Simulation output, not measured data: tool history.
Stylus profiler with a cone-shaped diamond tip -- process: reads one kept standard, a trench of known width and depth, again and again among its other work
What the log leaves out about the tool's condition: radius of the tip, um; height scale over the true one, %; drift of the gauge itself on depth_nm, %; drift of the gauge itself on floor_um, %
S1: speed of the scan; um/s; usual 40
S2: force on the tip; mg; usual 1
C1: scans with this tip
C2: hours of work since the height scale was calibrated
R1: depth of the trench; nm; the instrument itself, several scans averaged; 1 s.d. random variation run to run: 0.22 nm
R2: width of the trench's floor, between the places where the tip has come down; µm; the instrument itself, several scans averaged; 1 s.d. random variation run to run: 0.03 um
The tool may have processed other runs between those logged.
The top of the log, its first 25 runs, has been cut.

run    hour   S1    S2     C1   C2       R1     R2
 26  2050.9   39  2.54  16173  258   1012.5  91.64
 27  2096.6   84  1.36  16490  295  1008.45  91.46
 28    2205   41  1.69  17244  381  1010.09   91.5
 29  2304.8   44  1.17  17938  461  1008.86  91.38
 30  2373.2   52  0.45  18415  515  1005.97   91.2
 31  2480.4   93   1.4  19160  601  1010.63  91.14
 32  2558.7   10  1.35  19705  663  1010.91  91.27
     2628.5  -- new tip fitted, height scale calibrated
 33  2659.3   10  1.35    215   25  1008.12  93.84
 34  2766.7   40  0.98    962  110  1006.53  93.62
 35  2829.2   11  1.97   1397  160  1010.61  93.66
 36  2930.8   11  0.68   2104  241  1006.36  93.58
 37  3043.1   11  0.68   2885  330  1006.56  93.39
 38  3114.9   11  0.68   3384  388  1007.11  93.35
 39  3196.7   11  0.68   3953  453  1007.11  93.24
 40  3304.9   20  0.62   4706  539  1007.48  93.06
 41  3351.1  120     1   5027  576  1009.01  92.65
 42  3446.6  120     1   5692  652  1009.56  92.59
 43  3557.8   27     1   6465  741  1009.62   92.8
 44  3603.8   16  2.64   6785  777  1015.72  92.84

Here are 4 independent what-if runs from the current tool condition. What would each one return?
  A  3684.4   40  0.37  7346  841   ?   ?
  B  3684.4   29  1.61  7346  841   ?   ?
  C  3684.4  156  0.58  7346  841   ?   ?
  D  3684.4   44  0.88  7346  841   ?   ?

run       R1     R2
  A  1007.03  92.53
  B  1012.57  92.73
  C  1008.49  92.02
  D  1009.85  92.62
What these runs would have given with no unlogged condition in the tool:
run       R1     R2
  A  1002.94  93.72
  B  1008.46  93.91
  C  1004.39  93.21
  D  1005.74  93.81
